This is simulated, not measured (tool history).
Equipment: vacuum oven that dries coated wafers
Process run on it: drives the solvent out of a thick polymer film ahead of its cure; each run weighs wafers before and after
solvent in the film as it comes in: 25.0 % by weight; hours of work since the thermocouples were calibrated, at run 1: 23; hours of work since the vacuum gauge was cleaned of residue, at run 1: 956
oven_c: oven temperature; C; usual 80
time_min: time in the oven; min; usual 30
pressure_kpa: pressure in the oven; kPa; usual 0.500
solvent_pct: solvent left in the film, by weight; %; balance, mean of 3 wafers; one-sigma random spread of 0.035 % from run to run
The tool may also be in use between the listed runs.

run    hour  oven_c  time_min  pressure_kpa  hours of work since the thermocouples were calibrated  hours of work since the vacuum gauge was cleaned of residue  solvent_pct
  1     0.0      80        30         0.500                                                     23                                                          956         5.08
  2    41.1      80        30         0.500                                                     40                                                          973         5.10
  3    89.1      80        30         0.500                                                     60                                                          993         5.11
  4   137.1      80        30         0.500                                                     80                                                         1013         5.14
  5   173.5      80        30         0.500                                                     95                                                         1028         5.11
  6   223.9      80        30         0.500                                                    116                                                         1049         5.10
  7   266.8      80        30         1.413                                                    133                                                         1067         5.56
  8   325.0      80        30         1.627                                                    157                                                         1091         5.72
  9   360.7      80        36         1.627                                                    172                                                         1106         4.54
 10   395.0      78        36         1.627                                                    186                                                         1120         5.25
 11   450.8      78        36         1.627                                                    210                                                         1143         5.14
 12   493.2      93        30         0.500                                                    227                                                         1160         1.64
 13   528.5      93        30         0.500                                                    242                                                         1175         1.69
 14   558.7      71        30         0.500                                                    254                                                         1187         8.48
 15   584.9      71        30         0.500                                                    265                                                         1198         8.45
 16   614.1      80        40         0.500                                                    277                                                         1210         3.25
 17   665.0      80        40         0.500                                                    298                                                         1232         3.29
 18   727.0      70        30         0.500                                                    324                                                         1257         8.85
 19   753.6      70        30         0.500                                                    335                                                         1268         8.96
 20   782.1      86        30         0.500                                                    347                                                         1280         3.21
 21   814.4      86        30         0.500                                                    360                                                         1293         3.21
 22   843.1      66        19         0.627                                                    372                                                         1305        13.33
 23   871.8      66        19         0.627                                                    384                                                         1317        13.29
 24   902.3      80        22         1.871                                                    396                                                         1330         7.91
 25   945.3      80        22         1.871                                                    414                                                         1348         7.91
 26  1002.4      80        26         0.254                                                    438                                                         1371         5.98
 27  1064.4      80        26         0.254                                                    464                                                         1397         6.00
 28  1096.5      82        17         0.803                                                    477                                                         1410         8.56
 29  1125.5      82        17         0.803                                                    489                                                         1422         8.59
 30  1165.2      82        17         0.508                                                    505                                                         1439         8.44
 31  1225.5      82        17         0.508                                                    530                                                         1464         8.49
 32  1277.9      80        30         1.409                                                    552                                                         1485         5.57
 33  1333.0      80        30         1.409                                                    575                                                         1508         5.50
 34  1389.4      80        30         1.409                                                    598                                                         1531         5.65
 35  1420.6      80        30         1.409                                                    611                                                         1544         5.56
 36  1457.5      80        30         1.409                                                    626                                                         1560         5.61
 37  1494.8      92        30         0.274                                                    642                                                         1575         1.68
 38  1549.6      80        30         0.454                                                    664                                                         1598         5.06
 39  1582.5      80        30         0.454                                                    678                                                         1611         5.11
 40  1633.0      72        30         0.500                                                    699                                                         1632         8.03

3 ways to go on from here, each from the tool as it stands after run 40. What would each give?
  A  1693.9      76        47         0.500                                                    724                                                         1657            ?
  B  1693.9      72        30         0.891                                                    724                                                         1657            ?
  C  1693.9      72        38         0.500                                                    724                                                         1657            ?

run  solvent_pct
  A         3.48
  B         8.25
  C         6.39
Without the tool's unlogged condition, the same runs would have read:
run  solvent_pct
  A         3.48
  B         8.26
  C         6.40

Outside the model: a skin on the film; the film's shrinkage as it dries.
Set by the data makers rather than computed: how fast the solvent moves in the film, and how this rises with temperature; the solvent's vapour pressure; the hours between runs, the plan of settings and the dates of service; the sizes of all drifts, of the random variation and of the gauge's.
